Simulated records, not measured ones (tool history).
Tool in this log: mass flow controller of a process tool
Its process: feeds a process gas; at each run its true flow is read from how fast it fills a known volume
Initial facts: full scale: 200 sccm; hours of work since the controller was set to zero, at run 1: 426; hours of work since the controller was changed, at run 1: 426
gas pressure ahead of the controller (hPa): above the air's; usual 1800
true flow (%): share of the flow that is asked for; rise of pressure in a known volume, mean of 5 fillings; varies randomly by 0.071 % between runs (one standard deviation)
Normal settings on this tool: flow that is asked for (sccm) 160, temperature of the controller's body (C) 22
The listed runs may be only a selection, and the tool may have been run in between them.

| run | hour | flow that is asked for (sccm) | gas pressure ahead of the controller (hPa) | temperature of the controller's body (C) | hours of work since the controller was set to zero | hours of work since the controller was changed | true flow (%) |
|---|---|---|---|---|---|---|---|
| 1 | 0.0 | 160 | 1800 | 22 | 426 | 426 | 99.55 |
| 2 | 67.6 | 160 | 1800 | 22 | 452 | 452 | 99.70 |
| 3 | 143.9 | 160 | 1800 | 22 | 482 | 482 | 99.53 |
| 4 | 216.0 | 160 | 1800 | 22 | 511 | 511 | 99.49 |
| 5 | 297.6 | 160 | 1800 | 22 | 543 | 543 | 99.65 |
| 6 | 367.0 | 160 | 1850 | 27 | 570 | 570 | 99.15 |
| 7 | 437.5 | 160 | 1850 | 27 | 598 | 598 | 99.34 |
| 8 | 491.6 | 42 | 2060 | 39 | 619 | 619 | 98.13 |
| 9 | 570.0 | 160 | 2280 | 30 | 650 | 650 | 99.23 |
| 10 | 624.3 | 22 | 1670 | 38 | 671 | 671 | 97.58 |

How would selected steps in true flow (%) from run to run divide? Give the signed amount a tool lacking its hidden state would still show from settings, what came in and random variation, and the signed amount left for the hidden state, including any gauge scatter that is not in both of the compared results.
Hidden state present: flow at rest that the sensor doesn't see, % of full scale; true flow over the shown one, %; drift of the gauge itself on true_pct, %.
Run 9 -> 10: flow that is asked for (sccm) 160 -> 22, gas pressure ahead of the controller (hPa) 2280 -> 1670, temperature of the controller's body (C) 30 -> 38. true flow (%) -1.65: hidden state -0.62, all else -1.03.

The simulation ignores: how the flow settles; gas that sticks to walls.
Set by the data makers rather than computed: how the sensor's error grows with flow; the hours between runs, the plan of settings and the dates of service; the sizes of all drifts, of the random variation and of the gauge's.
